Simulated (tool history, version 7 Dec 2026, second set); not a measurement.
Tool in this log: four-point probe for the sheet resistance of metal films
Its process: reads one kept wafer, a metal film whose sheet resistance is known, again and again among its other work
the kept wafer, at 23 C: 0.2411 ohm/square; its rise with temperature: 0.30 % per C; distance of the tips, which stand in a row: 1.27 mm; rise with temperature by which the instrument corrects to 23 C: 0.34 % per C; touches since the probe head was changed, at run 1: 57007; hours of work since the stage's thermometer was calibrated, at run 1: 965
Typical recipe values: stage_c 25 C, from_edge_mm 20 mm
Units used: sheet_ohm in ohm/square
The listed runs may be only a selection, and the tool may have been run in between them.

run    hour  stage_c  from_edge_mm  touches since the probe head was changed  hours of work since the stage's thermometer was calibrated  sheet_ohm
  1     0.0       25            20                                     57007                                                         965   0.239505
  2    65.7       25            20                                     61263                                                        1016   0.239352
       89.3  -- new probe head fitted
  3   164.0       25            20                                      4839                                                        1091   0.242007
  4   260.1       25            20                                     11063                                                        1166   0.241882
  5   311.1       25            20                                     14363                                                        1205   0.241874
  6   396.3       25            20                                     19886                                                        1271   0.241646
  7   444.3       25            20                                     22995                                                        1308   0.241608
  8   518.7       34            20                                     27811                                                        1365   0.240547
  9   626.5       34            20                                     34795                                                        1449   0.240430
 10   689.2       34            20                                     38853                                                        1497   0.240248
 11   736.8       34            20                                     41940                                                        1534   0.240242
 12   820.9       25            20                                     47384                                                        1599   0.240834
 13   917.1       25            20                                     53616                                                        1673   0.240754
 14  1032.3       25            20                                     61080                                                        1763   0.240533

Predict the results of run 15:
     1056.0  -- new probe head fitted
     1112.3  -- stage's thermometer calibrated
 15  1122.4       25            20                                      4269                                                           8          ?

{"run 15": {"sheet_ohm": 0.242117}}
Were there no unlogged condition in the tool, this run, its random variation unchanged, would have produced sheet_ohm 0.241439 ohm/square.
